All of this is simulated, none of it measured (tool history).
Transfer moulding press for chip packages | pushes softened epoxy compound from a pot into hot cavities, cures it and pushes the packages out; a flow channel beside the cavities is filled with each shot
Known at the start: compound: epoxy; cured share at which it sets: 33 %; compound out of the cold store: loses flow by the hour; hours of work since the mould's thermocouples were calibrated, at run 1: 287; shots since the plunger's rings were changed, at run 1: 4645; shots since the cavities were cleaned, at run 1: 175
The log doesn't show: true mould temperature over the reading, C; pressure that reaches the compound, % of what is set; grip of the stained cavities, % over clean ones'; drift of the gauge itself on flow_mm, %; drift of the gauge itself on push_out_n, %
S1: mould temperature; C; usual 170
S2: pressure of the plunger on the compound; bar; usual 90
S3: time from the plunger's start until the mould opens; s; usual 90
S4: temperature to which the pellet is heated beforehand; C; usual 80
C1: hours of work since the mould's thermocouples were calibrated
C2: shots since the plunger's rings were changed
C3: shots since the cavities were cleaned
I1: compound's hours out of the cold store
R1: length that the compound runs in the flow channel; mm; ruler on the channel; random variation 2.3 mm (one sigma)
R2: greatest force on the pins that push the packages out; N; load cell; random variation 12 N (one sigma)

run	day	S1	S2	S3	S4	C1	C2	C3	I1	R1	R2
1	0	170	90	90	80	287	4645	175	22.9	625	714
2	0.229	170	90	90	80	292	4729	259	45.5	563	701
3	0.55	170	90	90	80	298	4845	375	42.7	570	778
4	0.975	170	90	90	80	306	4999	529	45.1	564	803
# day 1.412: plunger's sealing rings changed
5	1.496	170	90	128	80	313	30	680	17.5	679	614
6	1.683	170	90	128	80	317	98	748	10.3	701	613
7	2.083	170	79.7	90	80	324	243	893	17.8	634	946
8	2.475	170	79.7	90	80	332	385	1035	29.8	603	971
# day 2.788: cavities cleaned with cleaning compound and waxed
9	2.958	170	69.7	90	80	340	538	62	41.5	532	591
10	3.246	168	69.1	90	80	345	642	166	18.9	593	822
11	3.462	165	90	90	75	349	721	245	32	652	1117
12	3.875	167	72.7	90	80	357	870	394	42.4	550	977
13	4.142	167	72.7	90	80	362	968	492	46.5	540	999
14	4.454	167	72.7	90	80	368	1081	605	34.4	567	1077
15	4.85	172	89.6	94	79	375	1224	748	13.5	678	773
16	5.25	172	89.6	76	79	383	1371	895	22.1	644	1258
17	5.667	170	104.4	94	81	391	1520	1044	36.5	657	838

Forecast each of these 5 alternatives for the next run:
# day 5.971: cavities cleaned with cleaning compound and waxed
A	6.117	173	104.4	115	86	398	1661	52	12.8	?	?
# day 5.971: cavities cleaned with cleaning compound and waxed
B	6.117	172	90	103	80	398	1661	52	45.9	?	?
# day 5.971: cavities cleaned with cleaning compound and waxed
C	6.117	170	99.1	94	81	398	1661	52	38.3	?	?
# day 5.971: cavities cleaned with cleaning compound and waxed
D	6.117	170	70.3	128	80	398	1661	52	16.1	?	?
# day 5.971: cavities cleaned with cleaning compound and waxed
E	6.117	175	70.3	90	79	398	1661	52	33.3	?	?

run	R1	R2
A	719	414
B	578	439
C	636	538
D	592	424
E	534	463
Without the tool's hidden state the same runs would have given:
run	R1	R2
A	730	375
B	587	393
C	645	470
D	601	385
E	543	413
